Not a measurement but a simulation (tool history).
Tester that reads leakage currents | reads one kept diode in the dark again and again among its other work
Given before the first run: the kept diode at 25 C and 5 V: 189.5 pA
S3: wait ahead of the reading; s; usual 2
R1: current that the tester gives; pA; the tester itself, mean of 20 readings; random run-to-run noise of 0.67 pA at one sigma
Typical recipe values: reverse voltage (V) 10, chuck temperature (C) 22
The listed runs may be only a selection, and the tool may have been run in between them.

run 1 hour=0 | reverse_voltage_(V)=10 chuck_temperature_(C)=22 S3=2 | R1=222.42
run 2 hour=144.3 | reverse_voltage_(V)=10 chuck_temperature_(C)=22 S3=2 | R1=222.25
run 3 hour=365.2 | reverse_voltage_(V)=10 chuck_temperature_(C)=22 S3=2 | R1=222.22
-- hour=501.4 tester calibrated
run 4 hour=584.5 | reverse_voltage_(V)=10 chuck_temperature_(C)=22 S3=2 | R1=221.9
run 5 hour=785.6 | reverse_voltage_(V)=10 chuck_temperature_(C)=22 S3=2 | R1=222.91
-- hour=831.5 chuck's temperature calibrated
run 6 hour=1022 | reverse_voltage_(V)=10 chuck_temperature_(C)=22 S3=2 | R1=221.51
run 7 hour=1164.5 | reverse_voltage_(V)=10 chuck_temperature_(C)=22 S3=2 | R1=222.2
run 8 hour=1308.4 | reverse_voltage_(V)=10 chuck_temperature_(C)=22 S3=2 | R1=222.73
-- hour=1332.8 probe card cleaned and baked
run 9 hour=1497 | reverse_voltage_(V)=10 chuck_temperature_(C)=22 S3=2 | R1=222.47
run 10 hour=1611.4 | reverse_voltage_(V)=10 chuck_temperature_(C)=47 S3=2 | R1=1557.9
run 11 hour=1815.6 | reverse_voltage_(V)=12.2 chuck_temperature_(C)=22 S3=2 | R1=249.06
run 12 hour=1987.3 | reverse_voltage_(V)=10 chuck_temperature_(C)=22 S3=2 | R1=221.94
run 13 hour=2108.6 | reverse_voltage_(V)=10 chuck_temperature_(C)=24 S3=2 | R1=262.03
run 14 hour=2222.9 | reverse_voltage_(V)=10 chuck_temperature_(C)=22 S3=2 | R1=221
run 15 hour=2323.6 | reverse_voltage_(V)=10 chuck_temperature_(C)=22 S3=2 | R1=221.84
run 16 hour=2419.7 | reverse_voltage_(V)=10 chuck_temperature_(C)=22 S3=2 | R1=221.87
run 17 hour=2548.9 | reverse_voltage_(V)=10 chuck_temperature_(C)=22 S3=2 | R1=222.57
run 18 hour=2683.3 | reverse_voltage_(V)=2.4 chuck_temperature_(C)=22 S3=2 | R1=96.76
run 19 hour=2909 | reverse_voltage_(V)=2.4 chuck_temperature_(C)=22 S3=2 | R1=97.07
run 20 hour=3014 | reverse_voltage_(V)=10 chuck_temperature_(C)=22 S3=2 | R1=222.74
run 21 hour=3218.6 | reverse_voltage_(V)=10 chuck_temperature_(C)=22 S3=0.73 | R1=225.15
run 22 hour=3327.6 | reverse_voltage_(V)=10 chuck_temperature_(C)=22 S3=6.98 | R1=220.72
-- hour=3405.5 chuck's temperature calibrated
run 23 hour=3466.3 | reverse_voltage_(V)=1.1 chuck_temperature_(C)=35 S3=2.42 | R1=176.36
run 24 hour=3694.8 | reverse_voltage_(V)=2.8 chuck_temperature_(C)=42 S3=0.47 | R1=512.96
run 25 hour=3815.7 | reverse_voltage_(V)=3 chuck_temperature_(C)=47 S3=3.38 | R1=778.99
run 26 hour=3959.4 | reverse_voltage_(V)=5.1 chuck_temperature_(C)=41 S3=8.62 | R1=676

What does the tool deliver on the next run?
-- hour=4018.7 probe card cleaned and baked
run 27 hour=4125.7 | reverse_voltage_(V)=10 chuck_temperature_(C)=29 S3=3.13 | R1=?

Run 27 yielded R1 394.2 pA.
Were there no unlogged condition in the tool, this run, its random variation unchanged, would have produced R1 394.19 pA.
